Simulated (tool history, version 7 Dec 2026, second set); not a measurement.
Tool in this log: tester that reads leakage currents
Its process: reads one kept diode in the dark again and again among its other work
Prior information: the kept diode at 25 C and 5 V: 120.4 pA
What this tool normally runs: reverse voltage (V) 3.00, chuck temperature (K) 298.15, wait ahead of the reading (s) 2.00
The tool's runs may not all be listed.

run	hour	reverse voltage (V)	chuck temperature (K)	wait ahead of the reading (s)	current that the tester gives (pA)
1	0.0	3.00	298.15	2.00	107.71
2	44.0	3.00	298.15	2.00	107.26
3	66.6	3.00	298.15	2.00	108.49
4	96.2	2.96	298.15	2.00	107.09
5	139.0	3.00	298.15	1.20	108.44
6	183.5	3.00	298.15	1.20	108.76
7	221.0	3.00	298.15	1.20	108.29
8	255.9	3.00	298.15	1.20	108.98
9	282.7	3.00	298.15	1.20	108.47
10	318.7	1.65	298.15	2.00	82.91
11	347.9	1.65	298.15	2.00	83.44
12	382.9	1.65	298.15	3.55	83.37
13	411.8	1.65	298.15	3.55	82.82
14	459.6	1.65	298.15	3.55	83.90
15	490.0	1.65	297.15	3.55	76.83
16	530.6	4.80	304.15	8.37	228.02
17	565.6	1.73	299.15	2.00	94.20
18	586.3	3.00	298.15	9.37	110.12
19	620.1	4.92	298.15	0.37	141.18
20	655.6	15.90	298.15	2.00	237.49
21	680.3	15.90	298.15	2.00	238.55
22	714.4	3.00	330.15	2.00	1423.87
23	751.0	3.00	330.15	2.00	1430.01

Forecast each of these 3 alternatives for the next run:
A	792.6	5.61	309.15	1.83	?
B	792.6	3.00	330.15	2.59	?
C	792.6	1.89	325.15	1.46	?

run	current that the tester gives (pA)
A	377.54
B	1435.29
C	802.85
With the hidden condition removed and each run's random variation left untouched, the same runs would have given:
run	current that the tester gives (pA)
A	328.39
B	1269.41
C	707.67
